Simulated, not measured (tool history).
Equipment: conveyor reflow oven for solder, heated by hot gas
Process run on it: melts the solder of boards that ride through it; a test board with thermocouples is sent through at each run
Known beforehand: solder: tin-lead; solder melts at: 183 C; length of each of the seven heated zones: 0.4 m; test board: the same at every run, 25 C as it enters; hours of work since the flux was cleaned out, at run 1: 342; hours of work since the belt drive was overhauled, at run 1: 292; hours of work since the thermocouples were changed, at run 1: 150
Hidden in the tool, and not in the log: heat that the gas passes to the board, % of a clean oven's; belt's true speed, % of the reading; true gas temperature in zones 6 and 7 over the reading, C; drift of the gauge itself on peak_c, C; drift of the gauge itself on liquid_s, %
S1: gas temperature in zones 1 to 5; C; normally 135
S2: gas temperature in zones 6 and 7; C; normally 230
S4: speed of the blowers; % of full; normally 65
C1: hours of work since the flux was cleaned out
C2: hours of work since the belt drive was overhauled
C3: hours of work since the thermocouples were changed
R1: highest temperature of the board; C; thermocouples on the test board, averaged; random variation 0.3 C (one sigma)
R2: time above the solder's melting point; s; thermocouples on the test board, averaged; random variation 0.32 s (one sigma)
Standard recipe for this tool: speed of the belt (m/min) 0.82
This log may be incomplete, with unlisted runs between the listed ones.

run 1 hour=0 | S1=135 S2=230 speed_of_the_belt_(m/min)=0.82 S4=65 | C1=342 C2=292 C3=150 | R1=209.1 R2=36.1
run 2 hour=13.6 | S1=135 S2=230 speed_of_the_belt_(m/min)=0.82 S4=65 | C1=349 C2=299 C3=157 | R1=209.1 R2=36.8
run 3 hour=22.5 | S1=135 S2=220 speed_of_the_belt_(m/min)=0.82 S4=65 | C1=354 C2=303 C3=161 | R1=200.6 R2=29.1
run 4 hour=36.1 | S1=143 S2=220 speed_of_the_belt_(m/min)=0.82 S4=65 | C1=361 C2=310 C3=168 | R1=202.1 R2=33.3
run 5 hour=42.2 | S1=143 S2=220 speed_of_the_belt_(m/min)=0.82 S4=65 | C1=364 C2=313 C3=171 | R1=202.2 R2=33.1
-- hour=48.5 flux residue cleaned out of gas plates and filters
run 6 hour=53.8 | S1=143 S2=220 speed_of_the_belt_(m/min)=0.82 S4=65 | C1=3 C2=317 C3=175 | R1=200 R2=30.4
run 7 hour=65 | S1=133 S2=228 speed_of_the_belt_(m/min)=0.872 S4=65 | C1=8 C2=322 C3=181 | R1=201.5 R2=27
run 8 hour=79.2 | S1=125 S2=226 speed_of_the_belt_(m/min)=0.848 S4=88 | C1=16 C2=330 C3=188 | R1=204.1 R2=30
run 9 hour=92.7 | S1=145 S2=226 speed_of_the_belt_(m/min)=0.848 S4=88 | C1=22 C2=336 C3=195 | R1=208.9 R2=38.2
run 10 hour=101.7 | S1=145 S2=245 speed_of_the_belt_(m/min)=0.802 S4=88 | C1=27 C2=341 C3=199 | R1=226 R2=52.4

What will run 11 give?
run 11 hour=114.7 | S1=135 S2=239 speed_of_the_belt_(m/min)=0.82 S4=56 | C1=34 C2=348 C3=206 | R1=? R2=?

Run 11 yielded R1 210.2 C, R2 37.5 s.
With the hidden condition absent and the run-to-run variation left alone, this run would have shown R1 215.8 C, R2 41.8 s.
